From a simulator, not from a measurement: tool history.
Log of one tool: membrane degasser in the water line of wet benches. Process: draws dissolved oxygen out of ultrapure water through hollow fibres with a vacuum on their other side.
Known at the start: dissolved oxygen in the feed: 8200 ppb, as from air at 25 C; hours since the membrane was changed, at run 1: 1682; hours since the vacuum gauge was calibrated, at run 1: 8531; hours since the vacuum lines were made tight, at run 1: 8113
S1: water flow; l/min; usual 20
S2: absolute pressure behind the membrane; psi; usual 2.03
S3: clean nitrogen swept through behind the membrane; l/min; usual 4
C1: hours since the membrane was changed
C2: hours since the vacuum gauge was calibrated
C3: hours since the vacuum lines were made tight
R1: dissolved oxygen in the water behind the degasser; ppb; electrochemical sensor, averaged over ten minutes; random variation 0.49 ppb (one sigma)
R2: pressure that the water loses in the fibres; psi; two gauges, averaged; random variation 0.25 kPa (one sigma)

run	hour	S1	S2	S3	C1	C2	C3	R1	R2
1	0	20	2.03	4	1682	8531	8113	142.3	9.906
# hour 31.9: vacuum gauge calibrated
2	168.2	20	2.03	4	1850	136	8281	142.3	9.929
3	415.4	20	2.03	4	2097	384	8528	141.3	9.854
4	619.2	22	2.03	4	2301	587	8732	156	10.955
# hour 763.2: seals of the vacuum lines changed
5	779.8	22	2.03	4	2459	746	17	154.8	10.95
6	958.7	22	2.03	4	2638	925	196	155.3	10.937
7	1283.2	20	2.03	4	2963	1249	520	141.7	9.971
8	1507.5	20	2.03	4	3187	1474	744	141.9	10.002
# hour 1671.6: vacuum gauge calibrated, once more
9	1791.5	20	2.03	4	3471	120	1028	138.1	9.963
10	1995.3	20	1.97	4	3674	324	1232	133.6	10.048
11	2337.8	20	2.03	4	4017	666	1574	137.4	9.997
12	2655.7	20	2.03	4	4335	984	1892	138.5	10.006
13	2850.2	20	2.35	4	4529	1179	2086	163.6	10.093
14	3069.5	18	2.35	4	4748	1398	2306	149	9.094
15	3293.3	23	2.03	4	4972	1622	2530	161.1	11.541
16	3612.3	23	2.03	4	5291	1941	2849	161.2	11.618
17	3897.9	23	2.03	4	5577	2226	3134	160.5	11.557
18	4043.4	19	1.23	7.37	5722	2372	3280	41.7	9.597
19	4344.8	26	2	5.34	6024	2673	3581	139.9	13.168
20	4580.9	20	1.73	4	6260	2909	3817	115.1	10.108
21	4924.6	20	2.36	8.89	6604	3253	4161	81.7	10.177
22	5199.8	23	3.96	2.56	6879	3528	4436	500.6	11.661
23	5528.6	23	3.96	2.56	7208	3857	4765	502	11.716
24	5787.1	20	2.7	2.26	7466	4115	5023	324.6	10.148
25	5974.8	19	2.03	4	7654	4303	5211	133.8	9.681
26	6120.5	28	1.44	11.42	7799	4449	5357	59.5	14.276
27	6409.1	20	3.39	4	8088	4738	5645	251.3	10.225
28	6637.8	19	1.52	6.2	8317	4966	5874	64.5	9.7
29	6874.5	19	1.52	1.9	8553	5203	6111	182.8	9.71
30	7200.9	28	2.03	5.18	8880	5529	6437	161.2	14.337
31	7496.7	28	2.03	5.18	9176	5825	6733	161	14.439
32	7671.9	28	2.03	5.18	9351	6000	6908	161.5	14.408
33	7837.8	28	2.03	5.18	9517	6166	7074	160.7	14.38

Measured less the same run without the tool's hidden state. The same run-to-run variation is in both; the gauge's scatter may not be:
The hidden state here: membrane still open, %; true pressure behind the membrane over the reading, kPa; air that leaks in behind the membrane, l/min; drift of the gauge itself on oxygen_ppb, %; drift of the gauge itself on loss_of_pressure_kpa, %.
run	R1	R2
1	+4.7	+0.065
2	+5.7	+0.073
3	+5.8	+0.083
4	+6.3	+0.102
5	+5	+0.109
6	+5.2	+0.117
7	+5	+0.122
8	+5.1	+0.133
9	+1.3	+0.145
10	+1.5	+0.154
11	+1.7	+0.17
12	+1.9	+0.184
13	+2.1	+0.193
14	+2.1	+0.184
15	+2.9	+0.245
16	+3.1	+0.265
17	+3.4	+0.276
18	+2	+0.235
19	+3.8	+0.338
20	+3.3	+0.271
21	+2.5	+0.289
22	+6.1	+0.347
23	+6.4	+0.365
24	+6.1	+0.328
25	+4.2	+0.323
26	+4.6	+0.484
27	+5.1	+0.361
28	+3.6	+0.354
29	+7.2	+0.361
30	+7.1	+0.557
31	+7.3	+0.579
32	+7.5	+0.586
33	+7.6	+0.598
